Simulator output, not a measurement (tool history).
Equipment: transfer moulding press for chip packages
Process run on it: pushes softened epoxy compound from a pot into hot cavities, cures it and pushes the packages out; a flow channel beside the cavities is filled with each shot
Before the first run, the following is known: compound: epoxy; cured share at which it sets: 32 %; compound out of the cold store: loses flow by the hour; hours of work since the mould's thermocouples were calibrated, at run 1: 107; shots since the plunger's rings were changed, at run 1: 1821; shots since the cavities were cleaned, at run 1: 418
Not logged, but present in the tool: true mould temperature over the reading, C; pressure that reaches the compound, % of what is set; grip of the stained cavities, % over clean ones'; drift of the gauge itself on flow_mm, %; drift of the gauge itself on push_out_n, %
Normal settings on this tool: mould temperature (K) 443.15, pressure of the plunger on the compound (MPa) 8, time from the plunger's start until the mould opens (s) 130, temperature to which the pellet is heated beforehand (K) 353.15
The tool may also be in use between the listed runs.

run   hour  mould temperature (K)  pressure of the plunger on the compound (MPa)  time from the plunger's start until the mould opens (s)  temperature to which the pellet is heated beforehand (K)  hours of work since the mould's thermocouples were calibrated  shots since the plunger's rings were changed  shots since the cavities were cleaned  incoming compound's hours out of the cold store  length that the compound runs in the flow channel (mm)  greatest force on the pins that push the packages out (N)
  1      0                 443.15                                              8                                                      130                                                    353.15                                                            107                                          1821                                    418                                             28.9                                                     627                                                        373
  2    4.2                 443.15                                              8                                                      130                                                    353.15                                                            109                                          1851                                    448                                             10.1                                                     661                                                        361
  3   10.3                 448.15                                              8                                                      130                                                    353.15                                                            112                                          1894                                    491                                             39.8                                                     593                                                        328
  4   14.9                 448.15                                              8                                                      130                                                    353.15                                                            114                                          1927                                    524                                             17.9                                                     628                                                        350
  5   22.3                 448.15                                              8                                                      130                                                    353.15                                                            118                                          1980                                    577                                             44.3                                                     588                                                        332
  6   28.4                 443.15                                              8                                                      130                                                    353.15                                                            121                                          2024                                    621                                             30.8                                                     629                                                        350
  7   35.5                 443.15                                              8                                                      130                                                    354.15                                                            124                                          2075                                    672                                             35.5                                                     621                                                        360
  8   44.3                 443.15                                              8                                                      130                                                    353.15                                                            128                                          2138                                    735                                             31.4                                                     630                                                        353
  9   53.5                 443.15                                              8                                                      130                                                    353.15                                                            133                                          2204                                    801                                             26.9                                                     635                                                        352
 10   63.8                 443.15                                              8                                                      130                                                    353.15                                                            137                                          2278                                    875                                             14.2                                                     652                                                        356
 11   72.3                 443.15                                              8                                                      130                                                    358.15                                                            142                                          2339                                    936                                             10.3                                                     659                                                        358
      81.4  -- cavities cleaned with cleaning compound and waxed
 12   82.7                 443.15                                              8                                                      130                                                    358.15                                                            146                                          2402                                      9                                             40.5                                                     609                                                        362
 13   87.2                 443.15                                              8                                                      130                                                    358.15                                                            148                                          2435                                     42                                             11.4                                                     657                                                        369
 14   95.4                 443.15                                              8                                                      130                                                    353.15                                                            152                                          2494                                    101                                             17.8                                                     651                                                        379
 15  103.8                 443.15                                              8                                                      130                                                    353.15                                                            156                                          2553                                    160                                             37.4                                                     616                                                        370
 16  111.2                 444.15                                           6.99                                                      148                                                    353.15                                                            159                                          2607                                    214                                             28.3                                                     590                                                        338
 17  116.4                 450.15                                              8                                                      130                                                    351.15                                                            162                                          2644                                    251                                             44.5                                                     582                                                        338
 18  126.3                 436.15                                              8                                                      113                                                    353.15                                                            166                                          2715                                    322                                             25.5                                                     664                                                        707
 19  130.4                 436.15                                              8                                                      113                                                    353.15                                                            168                                          2745                                    352                                             20.8                                                     679                                                        715
 20  136.3                 449.15                                           7.86                                                      135                                                    346.15                                                            171                                          2786                                    393                                              8.4                                                     629                                                        341
 21  144.7                 437.15                                              6                                                      130                                                    349.15                                                            175                                          2847                                    454                                             28.7                                                     565                                                        508
     147.8  -- plunger's sealing rings changed
 22  152.8                 437.15                                              6                                                      130                                                    349.15                                                            178                                            36                                    494                                               40                                                     556                                                        499
 23  158.1                 437.15                                              6                                                      143                                                    349.15                                                            180                                            73                                    531                                             21.2                                                     586                                                        423
 24  166.8                 443.15                                              8                                                      111                                                    359.15                                                            184                                           136                                    594                                             14.9                                                     652                                                        441
 25  176.9                 443.15                                              8                                                      165                                                    359.15                                                            189                                           208                                    666                                               34                                                     618                                                        328
 26  184.7                 443.15                                              8                                                      144                                                    353.15                                                            193                                           264                                    722                                             32.6                                                     619                                                        342
 27  189.8                 443.15                                           6.09                                                      146                                                    353.15                                                            195                                           301                                    759                                             11.6                                                     570                                                        346
 28  195.2                 450.15                                           6.61                                                      146                                                    356.15                                                            198                                           340                                    798                                               17                                                     565                                                        328
 29  204.4                 450.15                                           6.61                                                      122                                                    356.15                                                            202                                           406                                    864                                             20.7                                                     558                                                        340

Predict each of these 4 candidate next runs independently; none follows another, all start after run 29:
  A  213.2                 443.15                                           9.08                                                      154                                                    355.15                                                            206                                           469                                    927                                             17.3                                                       ?                                                          ?
  B  213.2                 443.15                                            8.3                                                      138                                                    349.15                                                            206                                           469                                    927                                             33.8                                                       ?                                                          ?
  C  213.2                 443.15                                           7.54                                                      130                                                    353.15                                                            206                                           469                                    927                                             16.9                                                       ?                                                          ?
  D  213.2                 443.15                                              8                                                      130                                                    359.15                                                            206                                           469                                    927                                             22.1                                                       ?                                                          ?

run  length that the compound runs in the flow channel (mm)  greatest force on the pins that push the packages out (N)
  A                                                     700                                                        333
  B                                                     632                                                        355
  C                                                     629                                                        367
  D                                                     641                                                        355
Take away the tool's hidden state, keep each run's random variation, and the runs would have read:
run  length that the compound runs in the flow channel (mm)  greatest force on the pins that push the packages out (N)
  A                                                     700                                                        328
  B                                                     632                                                        350
  C                                                     629                                                        362
  D                                                     641                                                        350
